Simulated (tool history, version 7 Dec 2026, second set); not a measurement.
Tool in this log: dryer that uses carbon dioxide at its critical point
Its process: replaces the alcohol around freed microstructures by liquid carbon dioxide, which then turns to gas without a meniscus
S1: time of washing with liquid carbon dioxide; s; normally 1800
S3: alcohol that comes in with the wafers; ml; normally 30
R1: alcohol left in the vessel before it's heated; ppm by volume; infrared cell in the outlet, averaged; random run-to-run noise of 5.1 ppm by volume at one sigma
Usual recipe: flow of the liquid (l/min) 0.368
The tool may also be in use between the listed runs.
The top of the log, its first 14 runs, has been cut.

{"run": 15, "hour": 257.7, "S1": 1800, "flow of the liquid (l/min)": 0.368, "S3": 30, "R1": 154}
{"run": 16, "hour": 270.3, "S1": 1080, "flow of the liquid (l/min)": 0.368, "S3": 30, "R1": 721}
{"run": 17, "hour": 290.3, "S1": 1080, "flow of the liquid (l/min)": 0.368, "S3": 30, "R1": 734}
{"run": 18, "hour": 302.3, "S1": 1800, "flow of the liquid (l/min)": 0.291, "S3": 30, "R1": 331}
{"run": 19, "hour": 330.4, "S1": 2040, "flow of the liquid (l/min)": 0.508, "S3": 30, "R1": 89}
{"run": 20, "hour": 347.6, "S1": 1560, "flow of the liquid (l/min)": 0.226, "S3": 34, "R1": 1190}
{"run": 21, "hour": 369.0, "S1": 1980, "flow of the liquid (l/min)": 0.441, "S3": 77, "R1": 121}
{"run": 22, "hour": 388.8, "S1": 1980, "flow of the liquid (l/min)": 0.441, "S3": 77, "R1": 136}
{"run": 23, "hour": 408.5, "S1": 1800, "flow of the liquid (l/min)": 0.271, "S3": 25, "R1": 395}
{"run": 24, "hour": 433.2, "S1": 2520, "flow of the liquid (l/min)": 0.456, "S3": 30, "R1": 98}
{"run": 25, "hour": 459.0, "S1": 2100, "flow of the liquid (l/min)": 0.456, "S3": 27, "R1": 98}
{"run": 26, "hour": 473.2, "S1": 1800, "flow of the liquid (l/min)": 0.488, "S3": 84, "R1": 136}
{"run": 27, "hour": 488.5, "S1": 1560, "flow of the liquid (l/min)": 0.616, "S3": 22, "R1": 99}
{"run": 28, "hour": 502.0, "S1": 1560, "flow of the liquid (l/min)": 0.616, "S3": 22, "R1": 100}
{"run": 29, "hour": 516.8, "S1": 1560, "flow of the liquid (l/min)": 0.527, "S3": 22, "R1": 114}

Run 30 has not been measured yet. What should we expect?
{"run": 30, "hour": 540.9, "S1": 2880, "flow of the liquid (l/min)": 0.527, "S3": 22, "R1": "?"}

R1: 95 ppm by volume
On a tool with no hidden condition, and with the same random variation, this run would have come out at R1 0 ppm by volume.
